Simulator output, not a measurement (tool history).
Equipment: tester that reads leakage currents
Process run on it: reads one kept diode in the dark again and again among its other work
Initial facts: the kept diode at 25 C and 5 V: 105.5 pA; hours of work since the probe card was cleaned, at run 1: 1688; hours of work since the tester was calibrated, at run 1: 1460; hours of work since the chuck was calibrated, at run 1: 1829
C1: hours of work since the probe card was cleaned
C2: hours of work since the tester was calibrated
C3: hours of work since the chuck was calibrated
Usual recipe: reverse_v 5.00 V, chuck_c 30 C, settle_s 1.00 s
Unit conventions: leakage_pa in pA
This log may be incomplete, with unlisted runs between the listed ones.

{"run": 1, "hour": 0.0, "reverse_v": 5.0, "chuck_c": 30, "settle_s": 1.0, "C1": 1688, "C2": 1460, "C3": 1829, "leakage_pa": 163.53}
{"run": 2, "hour": 47.6, "reverse_v": 5.0, "chuck_c": 30, "settle_s": 1.0, "C1": 1718, "C2": 1490, "C3": 1859, "leakage_pa": 164.61}
{"run": 3, "hour": 85.0, "reverse_v": 5.0, "chuck_c": 29, "settle_s": 1.0, "C1": 1742, "C2": 1514, "C3": 1883, "leakage_pa": 150.44}
{"run": 4, "hour": 153.4, "reverse_v": 5.0, "chuck_c": 30, "settle_s": 1.0, "C1": 1785, "C2": 1558, "C3": 1926, "leakage_pa": 164.52}
{"run": 5, "hour": 225.6, "reverse_v": 5.0, "chuck_c": 30, "settle_s": 1.0, "C1": 1831, "C2": 1604, "C3": 1972, "leakage_pa": 164.68}
{"run": 6, "hour": 297.6, "reverse_v": 5.0, "chuck_c": 30, "settle_s": 1.0, "C1": 1877, "C2": 1649, "C3": 2018, "leakage_pa": 164.84}
{"hour": 336.6, "done": "chuck's temperature calibrated"}
{"run": 7, "hour": 369.4, "reverse_v": 5.0, "chuck_c": 30, "settle_s": 1.0, "C1": 1922, "C2": 1694, "C3": 21, "leakage_pa": 164.34}
{"run": 8, "hour": 422.1, "reverse_v": 5.0, "chuck_c": 30, "settle_s": 1.0, "C1": 1955, "C2": 1727, "C3": 54, "leakage_pa": 163.53}
{"run": 9, "hour": 475.6, "reverse_v": 5.0, "chuck_c": 30, "settle_s": 1.0, "C1": 1989, "C2": 1761, "C3": 88, "leakage_pa": 163.51}
{"run": 10, "hour": 541.2, "reverse_v": 5.0, "chuck_c": 30, "settle_s": 1.0, "C1": 2031, "C2": 1803, "C3": 130, "leakage_pa": 163.47}
{"run": 11, "hour": 614.9, "reverse_v": 5.0, "chuck_c": 30, "settle_s": 1.0, "C1": 2078, "C2": 1850, "C3": 177, "leakage_pa": 164.4}
{"run": 12, "hour": 701.7, "reverse_v": 5.0, "chuck_c": 30, "settle_s": 1.0, "C1": 2133, "C2": 1905, "C3": 232, "leakage_pa": 164.72}
{"run": 13, "hour": 771.3, "reverse_v": 5.0, "chuck_c": 30, "settle_s": 1.0, "C1": 2177, "C2": 1950, "C3": 277, "leakage_pa": 164.02}
{"hour": 806.3, "done": "probe card cleaned and baked"}
{"run": 14, "hour": 814.2, "reverse_v": 5.0, "chuck_c": 30, "settle_s": 1.0, "C1": 5, "C2": 1975, "C3": 302, "leakage_pa": 163.07}
{"run": 15, "hour": 872.5, "reverse_v": 5.0, "chuck_c": 30, "settle_s": 1.0, "C1": 42, "C2": 2012, "C3": 339, "leakage_pa": 163.42}
{"run": 16, "hour": 925.4, "reverse_v": 5.0, "chuck_c": 30, "settle_s": 1.0, "C1": 76, "C2": 2046, "C3": 373, "leakage_pa": 162.62}
{"run": 17, "hour": 973.8, "reverse_v": 5.0, "chuck_c": 30, "settle_s": 1.0, "C1": 107, "C2": 2077, "C3": 404, "leakage_pa": 163.52}
{"run": 18, "hour": 1059.4, "reverse_v": 5.0, "chuck_c": 30, "settle_s": 1.0, "C1": 161, "C2": 2131, "C3": 458, "leakage_pa": 163.95}
{"run": 19, "hour": 1124.0, "reverse_v": 5.0, "chuck_c": 53, "settle_s": 1.0, "C1": 202, "C2": 2172, "C3": 499, "leakage_pa": 1026.73}
{"run": 20, "hour": 1175.5, "reverse_v": 5.0, "chuck_c": 53, "settle_s": 1.0, "C1": 235, "C2": 2205, "C3": 532, "leakage_pa": 1030.63}
{"run": 21, "hour": 1258.5, "reverse_v": 5.0, "chuck_c": 27, "settle_s": 1.0, "C1": 288, "C2": 2258, "C3": 585, "leakage_pa": 126.39}
{"run": 22, "hour": 1311.7, "reverse_v": 1.72, "chuck_c": 37, "settle_s": 6.25, "C1": 322, "C2": 2292, "C3": 619, "leakage_pa": 204.14}
{"run": 23, "hour": 1382.1, "reverse_v": 1.72, "chuck_c": 37, "settle_s": 6.25, "C1": 366, "C2": 2336, "C3": 663, "leakage_pa": 203.99}
{"run": 24, "hour": 1426.9, "reverse_v": 5.0, "chuck_c": 24, "settle_s": 1.87, "C1": 395, "C2": 2365, "C3": 692, "leakage_pa": 96.28}
{"hour": 1503.1, "done": "tester calibrated"}
{"run": 25, "hour": 1512.5, "reverse_v": 3.06, "chuck_c": 34, "settle_s": 7.43, "C1": 448, "C2": 6, "C3": 745, "leakage_pa": 195.02}
{"run": 26, "hour": 1556.4, "reverse_v": 18.78, "chuck_c": 37, "settle_s": 2.82, "C1": 476, "C2": 34, "C3": 773, "leakage_pa": 464.23}
{"run": 27, "hour": 1606.4, "reverse_v": 18.78, "chuck_c": 37, "settle_s": 2.82, "C1": 508, "C2": 66, "C3": 805, "leakage_pa": 465.72}
{"run": 28, "hour": 1657.3, "reverse_v": 18.78, "chuck_c": 37, "settle_s": 2.82, "C1": 540, "C2": 98, "C3": 837, "leakage_pa": 464.83}
{"run": 29, "hour": 1725.9, "reverse_v": 18.78, "chuck_c": 37, "settle_s": 2.82, "C1": 584, "C2": 142, "C3": 881, "leakage_pa": 465.3}
{"run": 30, "hour": 1796.1, "reverse_v": 3.41, "chuck_c": 50, "settle_s": 3.21, "C1": 629, "C2": 186, "C3": 926, "leakage_pa": 724.01}
{"run": 31, "hour": 1852.5, "reverse_v": 3.41, "chuck_c": 50, "settle_s": 3.21, "C1": 665, "C2": 222, "C3": 962, "leakage_pa": 727.47}
{"run": 32, "hour": 1935.7, "reverse_v": 6.86, "chuck_c": 39, "settle_s": 1.0, "C1": 717, "C2": 275, "C3": 1014, "leakage_pa": 388.3}
{"run": 33, "hour": 2010.1, "reverse_v": 6.86, "chuck_c": 39, "settle_s": 1.0, "C1": 765, "C2": 323, "C3": 1062, "leakage_pa": 388.94}
{"run": 34, "hour": 2091.6, "reverse_v": 6.86, "chuck_c": 33, "settle_s": 1.0, "C1": 817, "C2": 374, "C3": 1114, "leakage_pa": 237.19}
{"run": 35, "hour": 2156.8, "reverse_v": 1.81, "chuck_c": 37, "settle_s": 2.31, "C1": 858, "C2": 416, "C3": 1155, "leakage_pa": 208.3}
{"run": 36, "hour": 2212.8, "reverse_v": 5.0, "chuck_c": 56, "settle_s": 1.0, "C1": 894, "C2": 452, "C3": 1191, "leakage_pa": 1287.77}
{"run": 37, "hour": 2293.8, "reverse_v": 2.66, "chuck_c": 22, "settle_s": 0.62, "C1": 945, "C2": 503, "C3": 1242, "leakage_pa": 65.25}
{"run": 38, "hour": 2345.2, "reverse_v": 2.5, "chuck_c": 41, "settle_s": 4.71, "C1": 978, "C2": 536, "C3": 1275, "leakage_pa": 322.11}
{"run": 39, "hour": 2384.9, "reverse_v": 9.05, "chuck_c": 46, "settle_s": 1.02, "C1": 1003, "C2": 561, "C3": 1300, "leakage_pa": 744.16}
{"run": 40, "hour": 2447.5, "reverse_v": 9.05, "chuck_c": 46, "settle_s": 1.02, "C1": 1043, "C2": 601, "C3": 1340, "leakage_pa": 745.04}

Take each entry between the runs: how does the hidden state at the last listed run before it differ from the hidden state at the first listed run after it?
Run 6 -> run 7: chuck's temperature calibrated (hour 336.6)
  true chuck temperature over the reading, C: 0.02 -> 0
  measured result minus the result with no hidden state, leakage_pa: +0.28 -> +0.04 pA
Run 13 -> run 14: probe card cleaned and baked (hour 806.3)
  stray current of the dirty probe card, pA a volt: 0.03 -> 0.02
  measured result minus the result with no hidden state, leakage_pa: +0.08 -> +0.03 pA
Run 24 -> run 25: tester calibrated (hour 1503.1)
  both runs share identical hidden conditions
  measured result minus the result with no hidden state, leakage_pa: +0.06 -> +0.12 pA
